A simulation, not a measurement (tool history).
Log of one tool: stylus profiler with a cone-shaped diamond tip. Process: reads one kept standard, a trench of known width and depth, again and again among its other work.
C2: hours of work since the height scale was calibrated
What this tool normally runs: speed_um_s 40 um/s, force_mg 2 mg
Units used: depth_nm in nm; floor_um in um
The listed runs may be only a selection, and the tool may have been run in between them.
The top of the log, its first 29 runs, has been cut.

{"run": 30, "day": 79.408, "speed_um_s": 58, "force_mg": 0.91, "scans with this tip": 6638, "C2": 618, "depth_nm": 501.72, "floor_um": 14.35}
{"run": 31, "day": 83.0, "speed_um_s": 58, "force_mg": 0.91, "scans with this tip": 7301, "C2": 680, "depth_nm": 501.69, "floor_um": 14.23}
{"run": 32, "day": 86.258, "speed_um_s": 28, "force_mg": 0.92, "scans with this tip": 7902, "C2": 736, "depth_nm": 501.67, "floor_um": 14.41}
{"day": 86.475, "done": "height scale calibrated on a step standard"}
{"run": 33, "day": 89.196, "speed_um_s": 40, "force_mg": 1.5, "scans with this tip": 8441, "C2": 47, "depth_nm": 501.42, "floor_um": 14.24}
{"run": 34, "day": 90.783, "speed_um_s": 135, "force_mg": 1.31, "scans with this tip": 8734, "C2": 74, "depth_nm": 501.05, "floor_um": 13.77}
{"run": 35, "day": 94.083, "speed_um_s": 135, "force_mg": 1.31, "scans with this tip": 9343, "C2": 131, "depth_nm": 500.67, "floor_um": 13.68}
{"run": 36, "day": 96.433, "speed_um_s": 29, "force_mg": 1.49, "scans with this tip": 9776, "C2": 171, "depth_nm": 501.28, "floor_um": 14.18}
{"run": 37, "day": 98.846, "speed_um_s": 44, "force_mg": 1.33, "scans with this tip": 10222, "C2": 213, "depth_nm": 500.94, "floor_um": 14}
{"run": 38, "day": 101.842, "speed_um_s": 40, "force_mg": 0.76, "scans with this tip": 10775, "C2": 264, "depth_nm": 499.31, "floor_um": 13.93}
{"run": 39, "day": 104.046, "speed_um_s": 40, "force_mg": 0.76, "scans with this tip": 11181, "C2": 302, "depth_nm": 499.25, "floor_um": 13.84}
{"run": 40, "day": 106.85, "speed_um_s": 68, "force_mg": 5.75, "scans with this tip": 11699, "C2": 350, "depth_nm": 507.81, "floor_um": 13.91}
{"day": 108.042, "done": "height scale calibrated on a step standard, once more"}
{"run": 41, "day": 109.625, "speed_um_s": 81, "force_mg": 0.68, "scans with this tip": 12208, "C2": 27, "depth_nm": 502.89, "floor_um": 13.42}
{"run": 42, "day": 113.167, "speed_um_s": 80, "force_mg": 0.69, "scans with this tip": 12861, "C2": 88, "depth_nm": 502.73, "floor_um": 13.34}
{"run": 43, "day": 116.133, "speed_um_s": 51, "force_mg": 1.04, "scans with this tip": 13409, "C2": 139, "depth_nm": 503.4, "floor_um": 13.59}
{"run": 44, "day": 118.375, "speed_um_s": 10, "force_mg": 5.28, "scans with this tip": 13823, "C2": 178, "depth_nm": 510.39, "floor_um": 13.77}
{"run": 45, "day": 121.246, "speed_um_s": 64, "force_mg": 0.67, "scans with this tip": 14353, "C2": 227, "depth_nm": 502.4, "floor_um": 13.35}
{"run": 46, "day": 123.958, "speed_um_s": 150, "force_mg": 1.5, "scans with this tip": 14853, "C2": 274, "depth_nm": 504.39, "floor_um": 12.99}

What if the next run were any one of these 4? Each begins from the tool's condition after run 46:
{"day": 125.779, "done": "new tip fitted, height scale calibrated"}
{"run": "A", "day": 126.229, "speed_um_s": 40, "force_mg": 3.67, "scans with this tip": 83, "C2": 8, "depth_nm": "?", "floor_um": "?"}
{"day": 125.779, "done": "new tip fitted, height scale calibrated"}
{"run": "B", "day": 126.229, "speed_um_s": 29, "force_mg": 1.16, "scans with this tip": 83, "C2": 8, "depth_nm": "?", "floor_um": "?"}
{"day": 125.779, "done": "new tip fitted, height scale calibrated"}
{"run": "C", "day": 126.229, "speed_um_s": 11, "force_mg": 0.77, "scans with this tip": 83, "C2": 8, "depth_nm": "?", "floor_um": "?"}
{"day": 125.779, "done": "new tip fitted, height scale calibrated"}
{"run": "D", "day": 126.229, "speed_um_s": 120, "force_mg": 0.71, "scans with this tip": 83, "C2": 8, "depth_nm": "?", "floor_um": "?"}

run=A depth_nm=508.33 floor_um=15.62
run=B depth_nm=503.74 floor_um=15.57
run=C depth_nm=503.07 floor_um=15.6
run=D depth_nm=502.86 floor_um=14.84
Stripped of hidden state, with their random variation kept, the same runs would have yielded:
run=A depth_nm=508.57 floor_um=15.55
run=B depth_nm=503.97 floor_um=15.5
run=C depth_nm=503.3 floor_um=15.53
run=D depth_nm=503.09 floor_um=14.77

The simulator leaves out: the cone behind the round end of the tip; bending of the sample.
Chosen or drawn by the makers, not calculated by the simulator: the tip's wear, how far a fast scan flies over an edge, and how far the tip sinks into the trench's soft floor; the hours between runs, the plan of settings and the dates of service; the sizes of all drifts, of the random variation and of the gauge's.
